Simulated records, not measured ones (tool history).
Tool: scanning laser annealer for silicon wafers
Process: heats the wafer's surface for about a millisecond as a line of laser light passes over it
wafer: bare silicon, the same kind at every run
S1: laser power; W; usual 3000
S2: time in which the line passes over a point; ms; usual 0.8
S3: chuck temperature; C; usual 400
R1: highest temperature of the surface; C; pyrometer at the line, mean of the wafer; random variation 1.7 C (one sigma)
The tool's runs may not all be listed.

{"run": 1, "hour": 0.0, "S1": 3000, "S2": 0.8, "S3": 400, "R1": 1195}
{"run": 2, "hour": 12.4, "S1": 3000, "S2": 0.8, "S3": 400, "R1": 1194}
{"run": 3, "hour": 26.7, "S1": 3000, "S2": 0.8, "S3": 400, "R1": 1197}
{"run": 4, "hour": 39.8, "S1": 3000, "S2": 0.8, "S3": 400, "R1": 1192}
{"run": 5, "hour": 46.9, "S1": 3000, "S2": 0.8, "S3": 400, "R1": 1194}
{"run": 6, "hour": 56.6, "S1": 3000, "S2": 0.8, "S3": 400, "R1": 1196}
{"run": 7, "hour": 68.9, "S1": 3000, "S2": 0.8, "S3": 391, "R1": 1185}
{"run": 8, "hour": 79.2, "S1": 3000, "S2": 0.917, "S3": 400, "R1": 1257}
{"run": 9, "hour": 91.4, "S1": 2809, "S2": 0.8, "S3": 400, "R1": 1138}
{"run": 10, "hour": 99.9, "S1": 2809, "S2": 0.8, "S3": 400, "R1": 1142}
{"run": 11, "hour": 113.3, "S1": 2809, "S2": 0.8, "S3": 400, "R1": 1139}
{"run": 12, "hour": 120.3, "S1": 3000, "S2": 0.8, "S3": 400, "R1": 1189}
{"run": 13, "hour": 130.5, "S1": 3000, "S2": 0.618, "S3": 400, "R1": 1085}
{"run": 14, "hour": 142.3, "S1": 3000, "S2": 0.618, "S3": 400, "R1": 1086}
{"run": 15, "hour": 156.9, "S1": 3000, "S2": 0.8, "S3": 414, "R1": 1205}
{"run": 16, "hour": 163.1, "S1": 3000, "S2": 0.8, "S3": 414, "R1": 1206}
{"run": 17, "hour": 174.5, "S1": 3250, "S2": 0.8, "S3": 400, "R1": 1258}
{"run": 18, "hour": 182.4, "S1": 3000, "S2": 0.8, "S3": 400, "R1": 1193}
{"run": 19, "hour": 193.3, "S1": 3000, "S2": 0.8, "S3": 400, "R1": 1191}
{"run": 20, "hour": 201.5, "S1": 3000, "S2": 0.8, "S3": 400, "R1": 1186}
{"run": 21, "hour": 211.4, "S1": 3037, "S2": 0.8, "S3": 366, "R1": 1166}
{"run": 22, "hour": 226.3, "S1": 2971, "S2": 0.8, "S3": 393, "R1": 1174}
{"run": 23, "hour": 235.3, "S1": 2961, "S2": 0.8, "S3": 418, "R1": 1197}
{"run": 24, "hour": 248.5, "S1": 2961, "S2": 0.8, "S3": 418, "R1": 1198}
{"run": 25, "hour": 260.4, "S1": 3000, "S2": 0.8, "S3": 394, "R1": 1181}
{"run": 26, "hour": 270.3, "S1": 3000, "S2": 0.754, "S3": 412, "R1": 1172}
{"run": 27, "hour": 281.5, "S1": 3000, "S2": 0.754, "S3": 412, "R1": 1173}
{"run": 28, "hour": 294.3, "S1": 3053, "S2": 0.81, "S3": 400, "R1": 1209}
{"run": 29, "hour": 305.4, "S1": 2808, "S2": 0.75, "S3": 423, "R1": 1134}
{"run": 30, "hour": 315.4, "S1": 2808, "S2": 0.75, "S3": 423, "R1": 1133}
{"run": 31, "hour": 329.1, "S1": 2711, "S2": 0.829, "S3": 411, "R1": 1133}
{"run": 32, "hour": 336.1, "S1": 2711, "S2": 0.829, "S3": 411, "R1": 1136}
{"run": 33, "hour": 351.0, "S1": 2711, "S2": 0.829, "S3": 411, "R1": 1132}
{"run": 34, "hour": 359.5, "S1": 2606, "S2": 0.839, "S3": 401, "R1": 1101}
{"run": 35, "hour": 371.5, "S1": 3045, "S2": 0.87, "S3": 375, "R1": 1210}
{"run": 36, "hour": 385.2, "S1": 3045, "S2": 0.87, "S3": 375, "R1": 1209}
{"run": 37, "hour": 394.2, "S1": 2589, "S2": 0.912, "S3": 365, "R1": 1089}
{"run": 38, "hour": 402.4, "S1": 3000, "S2": 0.8, "S3": 376, "R1": 1163}
{"run": 39, "hour": 409.2, "S1": 3000, "S2": 0.8, "S3": 376, "R1": 1160}
{"run": 40, "hour": 415.5, "S1": 2801, "S2": 0.8, "S3": 376, "R1": 1107}

Forecast each of these 5 alternatives for the next run:
{"run": "A", "hour": 421.7, "S1": 3220, "S2": 0.8, "S3": 425, "R1": "?"}
{"run": "B", "hour": 421.7, "S1": 2640, "S2": 0.8, "S3": 430, "R1": "?"}
{"run": "C", "hour": 421.7, "S1": 3090, "S2": 0.877, "S3": 376, "R1": "?"}
{"run": "D", "hour": 421.7, "S1": 2995, "S2": 0.715, "S3": 375, "R1": "?"}
{"run": "E", "hour": 421.7, "S1": 3253, "S2": 0.8, "S3": 376, "R1": "?"}

run=A R1=1267
run=B R1=1119
run=C R1=1227
run=D R1=1114
run=E R1=1230
Without the tool's hidden state the same runs would have given:
run=A R1=1299
run=B R1=1144
run=C R1=1258
run=D R1=1141
run=E R1=1262
